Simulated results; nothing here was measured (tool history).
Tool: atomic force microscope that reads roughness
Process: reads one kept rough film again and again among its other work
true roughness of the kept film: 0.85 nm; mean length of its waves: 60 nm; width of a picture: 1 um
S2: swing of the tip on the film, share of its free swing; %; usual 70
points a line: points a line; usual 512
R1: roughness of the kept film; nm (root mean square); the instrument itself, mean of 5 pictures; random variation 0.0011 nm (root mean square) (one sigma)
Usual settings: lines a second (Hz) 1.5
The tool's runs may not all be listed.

{"run": 1, "hour": 0.0, "lines a second (Hz)": 1.5, "S2": 70, "points a line": 512, "R1": 0.82}
{"hour": 3.3, "done": "new tip fitted"}
{"run": 2, "hour": 37.9, "lines a second (Hz)": 1.5, "S2": 70, "points a line": 512, "R1": 0.817}
{"hour": 55.6, "done": "new tip fitted"}
{"run": 3, "hour": 76.2, "lines a second (Hz)": 1.5, "S2": 56, "points a line": 512, "R1": 0.832}
{"run": 4, "hour": 95.3, "lines a second (Hz)": 1.68, "S2": 70, "points a line": 512, "R1": 0.813}
{"hour": 108.8, "done": "new tip fitted"}
{"run": 5, "hour": 132.2, "lines a second (Hz)": 1.68, "S2": 70, "points a line": 512, "R1": 0.815}
{"hour": 160.5, "done": "new tip fitted"}
{"run": 6, "hour": 171.3, "lines a second (Hz)": 1.5, "S2": 70, "points a line": 512, "R1": 0.818}
{"run": 7, "hour": 208.8, "lines a second (Hz)": 1.5, "S2": 70, "points a line": 512, "R1": 0.817}
{"hour": 211.9, "done": "new tip fitted"}
{"run": 8, "hour": 227.3, "lines a second (Hz)": 1.5, "S2": 70, "points a line": 512, "R1": 0.819}
{"run": 9, "hour": 257.4, "lines a second (Hz)": 1.5, "S2": 70, "points a line": 512, "R1": 0.818}
{"hour": 266.5, "done": "new tip fitted"}
{"run": 10, "hour": 293.3, "lines a second (Hz)": 1.5, "S2": 70, "points a line": 512, "R1": 0.821}
{"run": 11, "hour": 316.0, "lines a second (Hz)": 1.44, "S2": 70, "points a line": 512, "R1": 0.819}
{"hour": 318.7, "done": "new tip fitted"}
{"run": 12, "hour": 354.6, "lines a second (Hz)": 1.44, "S2": 70, "points a line": 519, "R1": 0.819}
{"hour": 372.1, "done": "new tip fitted"}
{"run": 13, "hour": 393.5, "lines a second (Hz)": 1.5, "S2": 70, "points a line": 512, "R1": 0.819}
{"hour": 425.9, "done": "new tip fitted"}
{"run": 14, "hour": 435.7, "lines a second (Hz)": 1.5, "S2": 70, "points a line": 512, "R1": 0.819}
{"run": 15, "hour": 461.1, "lines a second (Hz)": 1.5, "S2": 70, "points a line": 512, "R1": 0.817}
{"hour": 478.4, "done": "new tip fitted"}
{"run": 16, "hour": 495.5, "lines a second (Hz)": 1.5, "S2": 70, "points a line": 512, "R1": 0.818}
{"run": 17, "hour": 523.9, "lines a second (Hz)": 1.5, "S2": 61, "points a line": 512, "R1": 0.829}
{"hour": 531.1, "done": "new tip fitted"}
{"run": 18, "hour": 563.8, "lines a second (Hz)": 1.5, "S2": 61, "points a line": 512, "R1": 0.827}
{"hour": 583.1, "done": "new tip fitted"}
{"run": 19, "hour": 584.2, "lines a second (Hz)": 1.5, "S2": 61, "points a line": 512, "R1": 0.828}
{"run": 20, "hour": 615.5, "lines a second (Hz)": 1.5, "S2": 61, "points a line": 512, "R1": 0.829}
{"hour": 636.5, "done": "new tip fitted"}
{"run": 21, "hour": 642.7, "lines a second (Hz)": 1.5, "S2": 61, "points a line": 512, "R1": 0.83}
{"run": 22, "hour": 676.0, "lines a second (Hz)": 1.5, "S2": 70, "points a line": 512, "R1": 0.819}
{"hour": 689.8, "done": "new tip fitted"}
{"run": 23, "hour": 714.1, "lines a second (Hz)": 3.76, "S2": 85, "points a line": 479, "R1": 0.722}
{"hour": 742.0, "done": "new tip fitted"}
{"run": 24, "hour": 753.5, "lines a second (Hz)": 3.76, "S2": 85, "points a line": 479, "R1": 0.724}
{"run": 25, "hour": 789.8, "lines a second (Hz)": 0.92, "S2": 85, "points a line": 450, "R1": 0.811}
{"hour": 793.5, "done": "new tip fitted"}
{"run": 26, "hour": 816.7, "lines a second (Hz)": 2.54, "S2": 85, "points a line": 450, "R1": 0.759}
{"hour": 845.7, "done": "new tip fitted"}
{"run": 27, "hour": 845.7, "lines a second (Hz)": 2.32, "S2": 76, "points a line": 287, "R1": 0.789}
{"run": 28, "hour": 868.6, "lines a second (Hz)": 1.09, "S2": 62, "points a line": 314, "R1": 0.83}
{"run": 29, "hour": 895.0, "lines a second (Hz)": 1.09, "S2": 81, "points a line": 678, "R1": 0.813}
{"hour": 898.2, "done": "new tip fitted"}
{"run": 30, "hour": 926.3, "lines a second (Hz)": 1.86, "S2": 65, "points a line": 504, "R1": 0.819}
{"run": 31, "hour": 946.5, "lines a second (Hz)": 1.86, "S2": 65, "points a line": 504, "R1": 0.82}
{"hour": 951.5, "done": "new tip fitted"}
{"run": 32, "hour": 965.6, "lines a second (Hz)": 1.86, "S2": 65, "points a line": 504, "R1": 0.819}

Run 33 comes next. What will it give?
{"run": 33, "hour": 998.6, "lines a second (Hz)": 0.76, "S2": 83, "points a line": 512, "R1": "?"}

Run 33 gave R1 0.818 nm (root mean square).
Without the tool's hidden state the same run would have given R1 0.818 nm (root mean square).

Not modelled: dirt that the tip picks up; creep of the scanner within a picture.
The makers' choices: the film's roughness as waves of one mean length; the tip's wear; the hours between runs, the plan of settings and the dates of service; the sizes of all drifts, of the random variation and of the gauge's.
